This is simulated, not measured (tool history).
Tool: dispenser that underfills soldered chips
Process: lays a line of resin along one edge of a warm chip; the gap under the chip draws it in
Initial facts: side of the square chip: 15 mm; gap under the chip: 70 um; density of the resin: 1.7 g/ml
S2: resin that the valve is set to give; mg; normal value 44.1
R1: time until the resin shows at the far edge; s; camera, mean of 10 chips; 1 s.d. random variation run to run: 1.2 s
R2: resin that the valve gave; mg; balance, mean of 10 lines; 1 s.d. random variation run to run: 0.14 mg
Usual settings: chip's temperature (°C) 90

run 1 day=0.000 | chip's_temperature_(°C)=90 S2=44.1 | R1=134.9 R2=43.85
-- day=0.046 new syringe of resin
run 2 day=0.258 | chip's_temperature_(°C)=90 S2=44.1 | R1=127.4 R2=43.94
-- day=0.442 new syringe of resin
run 3 day=0.671 | chip's_temperature_(°C)=90 S2=44.1 | R1=127.3 R2=43.79
-- day=0.812 new syringe of resin
run 4 day=1.042 | chip's_temperature_(°C)=90 S2=44.1 | R1=130.6 R2=43.73
-- day=1.179 new syringe of resin
run 5 day=1.262 | chip's_temperature_(°C)=90 S2=44.1 | R1=120.6 R2=43.49
run 6 day=1.454 | chip's_temperature_(°C)=100 S2=44.1 | R1=102.0 R2=43.79
-- day=1.554 new syringe of resin
run 7 day=1.821 | chip's_temperature_(°C)=100 S2=44.1 | R1=97.6 R2=43.60
-- day=1.929 new syringe of resin
run 8 day=2.258 | chip's_temperature_(°C)=90 S2=44.1 | R1=135.1 R2=43.33
-- day=2.312 new syringe of resin
-- day=2.496 dispensing valve cleaned and set on the balance
run 9 day=2.554 | chip's_temperature_(°C)=90 S2=51.7 | R1=123.9 R2=51.71
-- day=2.733 new syringe of resin
run 10 day=2.971 | chip's_temperature_(°C)=90 S2=51.7 | R1=128.4 R2=51.66
-- day=3.129 new syringe of resin
-- day=3.254 stage's temperature calibrated
run 11 day=3.254 | chip's_temperature_(°C)=90 S2=51.7 | R1=117.1 R2=51.43
-- day=3.546 new syringe of resin
run 12 day=3.683 | chip's_temperature_(°C)=90 S2=54.0 | R1=120.5 R2=53.48
-- day=3.921 new syringe of resin
run 13 day=4.046 | chip's_temperature_(°C)=90 S2=44.1 | R1=119.8 R2=43.70
-- day=4.317 new syringe of resin
run 14 day=4.504 | chip's_temperature_(°C)=90 S2=44.1 | R1=124.7 R2=43.72
-- day=4.717 new syringe of resin
run 15 day=4.900 | chip's_temperature_(°C)=79 S2=44.1 | R1=174.0 R2=43.50
-- day=5.100 new syringe of resin
run 16 day=5.183 | chip's_temperature_(°C)=79 S2=44.1 | R1=163.7 R2=43.36
-- day=5.304 dispensing valve cleaned and set on the balance
-- day=5.508 new syringe of resin
run 17 day=5.696 | chip's_temperature_(°C)=80 S2=43.8 | R1=170.7 R2=43.76
-- day=5.879 new syringe of resin
run 18 day=6.038 | chip's_temperature_(°C)=90 S2=44.1 | R1=123.4 R2=44.01
-- day=6.254 new syringe of resin
run 19 day=6.262 | chip's_temperature_(°C)=76 S2=41.6 | R1=178.0 R2=41.34
-- day=6.629 new syringe of resin
run 20 day=6.650 | chip's_temperature_(°C)=102 S2=51.9 | R1=78.3 R2=51.44
run 21 day=6.938 | chip's_temperature_(°C)=91 S2=43.2 | R1=128.5 R2=42.58
-- day=7.017 new syringe of resin
run 22 day=7.350 | chip's_temperature_(°C)=91 S2=43.2 | R1=130.8 R2=42.77
-- day=7.425 new syringe of resin
run 23 day=7.700 | chip's_temperature_(°C)=91 S2=43.2 | R1=129.4 R2=42.40
-- day=7.812 new syringe of resin
-- day=8.054 dispensing valve cleaned and set on the balance
run 24 day=8.054 | chip's_temperature_(°C)=75 S2=49.9 | R1=198.8 R2=49.81
-- day=8.225 new syringe of resin
run 25 day=8.300 | chip's_temperature_(°C)=89 S2=43.7 | R1=122.1 R2=43.66
run 26 day=8.508 | chip's_temperature_(°C)=89 S2=43.7 | R1=138.5 R2=43.44
-- day=8.617 new syringe of resin
run 27 day=8.925 | chip's_temperature_(°C)=94 S2=48.8 | R1=117.5 R2=48.61
-- day=9.004 new syringe of resin
run 28 day=9.254 | chip's_temperature_(°C)=87 S2=43.8 | R1=141.3 R2=43.46
-- day=9.408 new syringe of resin
run 29 day=9.512 | chip's_temperature_(°C)=87 S2=46.5 | R1=130.7 R2=46.09
-- day=9.783 new syringe of resin
run 30 day=9.929 | chip's_temperature_(°C)=80 S2=53.3 | R1=166.8 R2=52.34
-- day=10.150 new syringe of resin
run 31 day=10.312 | chip's_temperature_(°C)=90 S2=55.2 | R1=124.0 R2=54.30

What if the next run were any one of these 3? Each begins from the tool's condition after run 31:
-- day=10.521 new syringe of resin
-- day=10.796 dispensing valve cleaned and set on the balance
run A day=10.812 | chip's_temperature_(°C)=90 S2=43.8 | R1=? R2=?
-- day=10.521 new syringe of resin
-- day=10.796 dispensing valve cleaned and set on the balance
run B day=10.812 | chip's_temperature_(°C)=91 S2=44.1 | R1=? R2=?
-- day=10.521 new syringe of resin
-- day=10.796 dispensing valve cleaned and set on the balance
run C day=10.812 | chip's_temperature_(°C)=82 S2=56.7 | R1=? R2=?

run=A R1=130.4 R2=43.80
run=B R1=125.7 R2=44.12
run=C R1=164.9 R2=56.83
Take away the tool's hidden state, keep each run's random variation, and the runs would have read:
run=A R1=110.9 R2=43.73
run=B R1=107.0 R2=44.05
run=C R1=140.2 R2=56.73

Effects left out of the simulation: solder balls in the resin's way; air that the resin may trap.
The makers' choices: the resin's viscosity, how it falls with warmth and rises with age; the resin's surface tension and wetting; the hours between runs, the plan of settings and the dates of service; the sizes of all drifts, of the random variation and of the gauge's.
